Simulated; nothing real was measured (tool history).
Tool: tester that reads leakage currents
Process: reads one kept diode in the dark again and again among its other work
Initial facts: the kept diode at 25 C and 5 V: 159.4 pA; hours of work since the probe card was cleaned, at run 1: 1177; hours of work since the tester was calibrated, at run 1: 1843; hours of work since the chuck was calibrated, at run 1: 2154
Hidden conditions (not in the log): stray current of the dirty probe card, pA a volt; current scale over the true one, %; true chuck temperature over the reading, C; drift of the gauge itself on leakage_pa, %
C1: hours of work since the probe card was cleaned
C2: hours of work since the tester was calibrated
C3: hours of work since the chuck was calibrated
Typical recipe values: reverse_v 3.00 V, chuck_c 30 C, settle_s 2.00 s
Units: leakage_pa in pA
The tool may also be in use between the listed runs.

run 1 hour=0.0 | reverse_v=3.00 chuck_c=30 settle_s=2.00 | C1=1177 C2=1843 C3=2154 | leakage_pa=220.64
run 2 hour=94.7 | reverse_v=3.00 chuck_c=35 settle_s=2.00 | C1=1235 C2=1902 C3=2212 | leakage_pa=323.97
run 3 hour=204.0 | reverse_v=3.00 chuck_c=30 settle_s=2.00 | C1=1302 C2=1969 C3=2279 | leakage_pa=220.46
run 4 hour=318.5 | reverse_v=3.00 chuck_c=30 settle_s=2.00 | C1=1373 C2=2039 C3=2349 | leakage_pa=221.58
-- hour=396.1 chuck's temperature calibrated
run 5 hour=400.0 | reverse_v=3.00 chuck_c=24 settle_s=2.00 | C1=1422 C2=2088 C3=2 | leakage_pa=130.68
run 6 hour=463.7 | reverse_v=3.00 chuck_c=24 settle_s=2.00 | C1=1461 C2=2127 C3=42 | leakage_pa=130.13
run 7 hour=568.8 | reverse_v=3.00 chuck_c=24 settle_s=2.00 | C1=1525 C2=2192 C3=106 | leakage_pa=130.59
run 8 hour=679.1 | reverse_v=3.00 chuck_c=24 settle_s=2.00 | C1=1593 C2=2259 C3=174 | leakage_pa=131.69
run 9 hour=769.0 | reverse_v=3.00 chuck_c=24 settle_s=2.00 | C1=1648 C2=2315 C3=229 | leakage_pa=130.86
run 10 hour=856.4 | reverse_v=8.96 chuck_c=24 settle_s=2.00 | C1=1702 C2=2368 C3=283 | leakage_pa=190.90
run 11 hour=925.7 | reverse_v=2.13 chuck_c=24 settle_s=2.00 | C1=1745 C2=2411 C3=325 | leakage_pa=117.12
run 12 hour=988.0 | reverse_v=11.32 chuck_c=58 settle_s=3.69 | C1=1783 C2=2449 C3=364 | leakage_pa=2409.65
run 13 hour=1049.6 | reverse_v=3.00 chuck_c=30 settle_s=0.66 | C1=1821 C2=2487 C3=402 | leakage_pa=213.49
run 14 hour=1136.3 | reverse_v=3.00 chuck_c=29 settle_s=2.00 | C1=1874 C2=2540 C3=455 | leakage_pa=196.47
run 15 hour=1219.2 | reverse_v=3.00 chuck_c=29 settle_s=3.34 | C1=1925 C2=2591 C3=506 | leakage_pa=197.63
run 16 hour=1282.6 | reverse_v=13.14 chuck_c=30 settle_s=6.30 | C1=1964 C2=2630 C3=545 | leakage_pa=348.48
run 17 hour=1350.3 | reverse_v=1.76 chuck_c=25 settle_s=0.39 | C1=2005 C2=2672 C3=586 | leakage_pa=123.76
-- hour=1442.3 tester calibrated
run 18 hour=1466.1 | reverse_v=1.76 chuck_c=25 settle_s=0.39 | C1=2075 C2=15 C3=656 | leakage_pa=119.12

Pick out some run-to-run changes in leakage_pa. Of each, how much would a tool without hidden state show as well, from the settings, what came in and chance, and how much is left for the hidden state and any gauge scatter not in both results compared?
Run 11 -> 12: reverse_v 2.13 -> 11.32, chuck_c 24 -> 58, settle_s 2.00 -> 3.69. leakage_pa +2292.53 pA: hidden state +86.62, all else +2205.91.
